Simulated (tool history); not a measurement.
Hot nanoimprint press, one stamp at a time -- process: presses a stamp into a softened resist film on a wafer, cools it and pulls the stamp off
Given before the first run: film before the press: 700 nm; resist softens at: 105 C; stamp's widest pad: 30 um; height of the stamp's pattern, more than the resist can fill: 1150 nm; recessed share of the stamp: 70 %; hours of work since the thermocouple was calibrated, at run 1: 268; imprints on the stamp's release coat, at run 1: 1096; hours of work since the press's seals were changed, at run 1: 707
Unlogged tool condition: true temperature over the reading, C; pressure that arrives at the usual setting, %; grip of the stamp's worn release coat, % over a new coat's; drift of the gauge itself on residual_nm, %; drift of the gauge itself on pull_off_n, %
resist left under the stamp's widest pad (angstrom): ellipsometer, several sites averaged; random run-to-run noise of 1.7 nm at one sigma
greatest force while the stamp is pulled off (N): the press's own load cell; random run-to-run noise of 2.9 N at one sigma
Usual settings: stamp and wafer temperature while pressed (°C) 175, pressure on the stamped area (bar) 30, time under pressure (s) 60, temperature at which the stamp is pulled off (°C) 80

run	hour	stamp and wafer temperature while pressed (°C)	pressure on the stamped area (bar)	time under pressure (s)	temperature at which the stamp is pulled off (°C)	hours of work since the thermocouple was calibrated	imprints on the stamp's release coat	hours of work since the press's seals were changed	resist left under the stamp's widest pad (angstrom)	greatest force while the stamp is pulled off (N)
1	0	175	30	60	80	268	1096	707	2872	180
2	49.1	175	30	60	80	289	1198	728	2866	182
3	96.4	175	30	60	80	310	1296	749	2868	183
4	143.1	175	30	60	80	330	1393	769	2878	194
5	179.7	183	30	60	80	346	1468	785	2269	191
6	221.2	183	30	60	80	364	1554	803	2253	206
7	248.6	175	42.8	60	80	376	1611	815	2376	207
# hour 263.1: plate thermocouple calibrated
8	280.7	175	42.8	33	80	8	1671	827	2978	208
9	327.3	165	32.4	76	88	28	1768	848	3755	164
10	348.8	168	27.2	60	80	37	1812	857	3965	215
# hour 380: stamp cleaned and given a new release coat
11	381.1	168	27.2	60	80	49	3	868	3980	142
12	416.5	167	42.4	63	80	64	76	884	3210	151
13	465.6	175	24	60	80	85	178	905	3392	141

Estimate the outcome of run 14 from the log above:
14	489	174	24	97	80	95	226	915	?	?

Run 14 yielded resist left under the stamp's widest pad (angstrom) 3005, greatest force while the stamp is pulled off (N) 149.
With the hidden condition absent and the run-to-run variation left alone, this run would have shown resist left under the stamp's widest pad (angstrom) 2749, greatest force while the stamp is pulled off (N) 133.
